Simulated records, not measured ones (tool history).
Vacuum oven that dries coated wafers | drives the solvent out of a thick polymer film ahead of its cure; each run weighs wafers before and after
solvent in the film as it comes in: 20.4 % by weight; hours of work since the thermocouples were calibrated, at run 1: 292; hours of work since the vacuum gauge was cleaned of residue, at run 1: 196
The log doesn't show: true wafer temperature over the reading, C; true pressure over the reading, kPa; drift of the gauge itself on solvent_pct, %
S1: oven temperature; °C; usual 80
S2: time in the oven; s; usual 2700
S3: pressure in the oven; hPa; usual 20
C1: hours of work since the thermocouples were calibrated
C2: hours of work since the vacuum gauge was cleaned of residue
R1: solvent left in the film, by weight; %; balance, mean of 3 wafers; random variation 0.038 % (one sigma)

Run 1, day 0: usual settings; C1 292; C2 196. Result: R1 2.13 %.
Run 2, day 0.446: usual settings; C1 299; C2 203. Result: R1 2.24 %.
Run 3, day 0.8: usual settings; C1 304; C2 209. Result: R1 2.16 %.
Run 4, day 1.062: usual settings but S3 29.9 hPa; C1 308; C2 213. Result: R1 2.54 %.
Run 5, day 1.371: usual settings; C1 313; C2 218. Result: R1 2.18 %.
Run 6, day 1.646: usual settings but S1 93 °C; C1 317; C2 222. Result: R1 0.64 %.
Run 7, day 1.971: usual settings but S2 4140 s; C1 322; C2 227. Result: R1 1.17 %.
Run 8, day 2.392: usual settings but S1 70 °C, S2 4140 s; C1 329; C2 233. Result: R1 3.22 %.
Run 9, day 2.775: usual settings; C1 335; C2 239. Result: R1 2.27 %.
Run 10, day 3.279: usual settings but S3 37.2 hPa; C1 343; C2 247. Result: R1 2.87 %.
Run 11, day 3.758: usual settings but S2 4740 s; C1 350; C2 255. Result: R1 1.04 %.
Run 12, day 4.238: usual settings but S2 4740 s; C1 358; C2 262. Result: R1 0.98 %.
Run 13, day 4.7: usual settings but S2 4740 s; C1 365; C2 269. Result: R1 0.95 %.
Run 14, day 5.212: usual settings but S2 4740 s; C1 373; C2 278. Result: R1 0.96 %.
Run 15, day 5.646: usual settings; C1 380; C2 284. Result: R1 2.22 %.
Run 16, day 6.079: usual settings but S3 63.1 hPa; C1 387; C2 291. Result: R1 3.63 %.
Run 17, day 6.508: usual settings but S1 88 °C, S2 1860 s, S3 24.8 hPa; C1 393; C2 298. Result: R1 1.89 %.

Forecast run 18:
Run 18, day 6.925: usual settings but S1 74 °C, S2 1500 s, S3 13.5 hPa; C1 400; C2 304. Result: R1 ?.

R1: 6.95 %
Without the tool's hidden state the same run would have given R1 6.96 %.
